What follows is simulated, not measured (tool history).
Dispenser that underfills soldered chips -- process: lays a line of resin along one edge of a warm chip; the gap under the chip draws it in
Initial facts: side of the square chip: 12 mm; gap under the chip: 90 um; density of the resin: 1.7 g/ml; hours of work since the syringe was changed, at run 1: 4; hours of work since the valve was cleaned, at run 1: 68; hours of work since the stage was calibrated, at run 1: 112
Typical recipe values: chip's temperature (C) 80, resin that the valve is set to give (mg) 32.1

run	hour	chip's temperature (C)	resin that the valve is set to give (mg)	hours of work since the syringe was changed	hours of work since the valve was cleaned	hours of work since the stage was calibrated	time until the resin shows at the far edge (s)	resin that the valve gave (mg)
1	0.0	80	32.1	4	68	112	137.7	31.04
2	3.8	80	32.1	6	70	114	171.6	30.88
# hour 6.3: new syringe of resin
3	8.4	80	32.1	1	73	117	110.9	30.81
4	11.5	86	32.1	3	75	119	100.5	30.79
5	16.5	80	32.1	6	78	122	165.8	30.87
# hour 19.0: new syringe of resin
6	19.6	80	30.9	0	79	124	102.9	29.55
7	23.1	83	30.9	3	82	126	109.0	29.77
8	26.8	91	32.1	5	84	128	93.1	30.65
9	29.6	91	32.1	7	86	130	110.5	30.74
# hour 31.6: new syringe of resin
10	33.5	84	32.1	1	88	132	92.0	30.74
11	38.7	84	32.1	4	91	135	122.5	30.74
12	42.0	84	32.1	6	93	137	141.9	30.39
# hour 44.4: new syringe of resin
13	46.8	70	32.1	2	96	140	177.3	30.58
14	49.4	70	32.1	3	98	142	202.7	30.45
15	52.5	70	32.1	5	99	144	234.2	30.59
# hour 56.9: new syringe of resin
16	57.2	80	32.1	0	102	147	101.5	30.32
17	59.9	80	32.1	2	104	148	115.1	30.39
18	62.8	88	32.1	4	106	150	96.3	30.21
19	66.7	80	38.5	6	108	152	163.3	36.40
# hour 69.6: new syringe of resin
20	70.3	73	40.0	0	110	154	134.9	37.88
21	75.6	89	34.0	4	113	158	91.0	32.01
22	79.1	68	41.6	6	116	160	270.4	39.21
# hour 82.3: new syringe of resin
23	83.8	68	41.6	1	118	163	174.2	39.10
24	86.5	68	28.1	3	120	164	215.9	26.43
# hour 91.4: dispensing valve cleaned and set on the balance
25	91.5	68	28.1	5	0	167	262.7	28.07
26	94.9	85	32.1	7	2	169	148.5	32.13
# hour 95.9: new syringe of resin
27	98.9	85	32.1	2	4	171	96.4	32.12
28	101.8	85	32.1	4	6	173	108.2	32.24
29	105.4	84	27.8	6	8	175	142.6	27.80
# hour 108.4: new syringe of resin
30	111.1	70	34.0	2	12	179	179.3	33.75
31	114.8	65	41.6	4	14	181	258.5	41.48
32	117.7	92	34.7	6	16	183	99.0	34.66
# hour 121.3: new syringe of resin
33	123.0	69	27.6	1	19	186	181.9	27.41
34	128.4	76	35.7	4	22	189	167.5	35.34
35	131.2	83	31.0	6	24	191	148.3	30.78

Some steps in time until the resin shows at the far edge (s) between neighbouring runs. How much of each would the tool show without its hidden state too (settings, what came in, random variation), and how much is left for the hidden state, with any gauge scatter that isn't in both results?
Unlogged tool condition in this case: resin's viscosity, % of fresh resin's; dose that the valve gives, % of what is set; true chip temperature over the reading, C; drift of the gauge itself on fill_s, %; drift of the gauge itself on given_mg, %.
Run 15 -> 16: chip's temperature (C) 70 -> 80, new syringe of resin. time until the resin shows at the far edge (s) -132.7: hidden state -83.1, all else -49.6.
Run 21 -> 22: chip's temperature (C) 89 -> 68, resin that the valve is set to give (mg) 34.0 -> 41.6. time until the resin shows at the far edge (s) +179.4: hidden state +83.9, all else +95.5.
Run 22 -> 23: new syringe of resin. time until the resin shows at the far edge (s) -96.2: hidden state -93.1, all else -3.1.
Run 31 -> 32: chip's temperature (C) 65 -> 92, resin that the valve is set to give (mg) 41.6 -> 34.7. time until the resin shows at the far edge (s) -159.5: hidden state -40.4, all else -119.1.
